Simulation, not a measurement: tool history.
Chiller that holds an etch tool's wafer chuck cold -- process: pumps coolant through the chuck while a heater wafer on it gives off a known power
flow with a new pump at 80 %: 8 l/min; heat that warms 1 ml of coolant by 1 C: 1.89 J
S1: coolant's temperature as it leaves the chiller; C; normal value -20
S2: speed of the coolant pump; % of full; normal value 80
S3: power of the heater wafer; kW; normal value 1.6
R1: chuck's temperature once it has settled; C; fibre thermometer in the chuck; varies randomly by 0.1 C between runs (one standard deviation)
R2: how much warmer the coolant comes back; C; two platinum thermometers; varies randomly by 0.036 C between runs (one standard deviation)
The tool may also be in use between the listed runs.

{"run": 1, "hour": 0.0, "S1": -20, "S2": 80, "S3": 1.6, "R1": -7.1, "R2": 6.69}
{"run": 2, "hour": 92.4, "S1": -20, "S2": 80, "S3": 2.218, "R1": -2, "R2": 9.24}
{"run": 3, "hour": 196.0, "S1": -20, "S2": 80, "S3": 2.218, "R1": -1.9, "R2": 9.32}
{"run": 4, "hour": 375.3, "S1": -24, "S2": 80, "S3": 1.6, "R1": -10.8, "R2": 6.69}
{"run": 5, "hour": 514.8, "S1": -24, "S2": 80, "S3": 1.6, "R1": -10.8, "R2": 6.75}
{"run": 6, "hour": 598.3, "S1": -24, "S2": 80, "S3": 1.6, "R1": -10.8, "R2": 6.77}
{"hour": 686.9, "done": "chiller's thermometer calibrated"}
{"run": 7, "hour": 788.6, "S1": -24, "S2": 80, "S3": 1.6, "R1": -10.9, "R2": 6.82}
{"hour": 804.3, "done": "coolant pump overhauled"}
{"run": 8, "hour": 932.7, "S1": -24, "S2": 80, "S3": 1.6, "R1": -10.9, "R2": 6.85}
{"run": 9, "hour": 1117.6, "S1": -24, "S2": 80, "S3": 1.6, "R1": -10.7, "R2": 6.93}
{"run": 10, "hour": 1294.0, "S1": -26, "S2": 82, "S3": 1.419, "R1": -14.3, "R2": 6.05}
{"run": 11, "hour": 1410.2, "S1": -14, "S2": 80, "S3": 1.195, "R1": -3.8, "R2": 5.26}
{"run": 12, "hour": 1502.5, "S1": -14, "S2": 80, "S3": 1.195, "R1": -4, "R2": 5.18}
{"run": 13, "hour": 1640.6, "S1": -14, "S2": 80, "S3": 1.195, "R1": -3.8, "R2": 5.26}
{"hour": 1794.6, "done": "coolant pump overhauled, once more"}
{"run": 14, "hour": 1837.5, "S1": -20, "S2": 84, "S3": 0.979, "R1": -12.2, "R2": 3.69}
{"run": 15, "hour": 1941.9, "S1": -28, "S2": 97, "S3": 2.27, "R1": -12.1, "R2": 7.43}
{"run": 16, "hour": 2069.4, "S1": -28, "S2": 97, "S3": 2.27, "R1": -12.1, "R2": 7.41}
{"run": 17, "hour": 2171.1, "S1": -28, "S2": 79, "S3": 1.085, "R1": -19, "R2": 4.38}
{"run": 18, "hour": 2272.3, "S1": -28, "S2": 79, "S3": 1.085, "R1": -19.2, "R2": 4.41}

What if the next run were any one of these 5? Each begins from the tool's condition after run 18:
{"run": "A", "hour": 2358.3, "S1": -12, "S2": 85, "S3": 0.853, "R1": "?", "R2": "?"}
{"run": "B", "hour": 2358.3, "S1": -20, "S2": 80, "S3": 0.918, "R1": "?", "R2": "?"}
{"run": "C", "hour": 2358.3, "S1": -19, "S2": 80, "S3": 1.6, "R1": "?", "R2": "?"}
{"run": "D", "hour": 2358.3, "S1": -28, "S2": 63, "S3": 1.726, "R1": "?", "R2": "?"}
{"run": "E", "hour": 2358.3, "S1": -21, "S2": 91, "S3": 0.888, "R1": "?", "R2": "?"}

run=A R1=-5.2 R2=3.23
run=B R1=-12.6 R2=3.67
run=C R1=-6.1 R2=6.38
run=D R1=-11.3 R2=8.68
run=E R1=-14.3 R2=3.11
Without the tool's hidden state the same runs would have given:
run=A R1=-5.9 R2=3.21
run=B R1=-13.3 R2=3.65
run=C R1=-7.2 R2=6.35
run=D R1=-12.6 R2=8.63
run=E R1=-15 R2=3.09

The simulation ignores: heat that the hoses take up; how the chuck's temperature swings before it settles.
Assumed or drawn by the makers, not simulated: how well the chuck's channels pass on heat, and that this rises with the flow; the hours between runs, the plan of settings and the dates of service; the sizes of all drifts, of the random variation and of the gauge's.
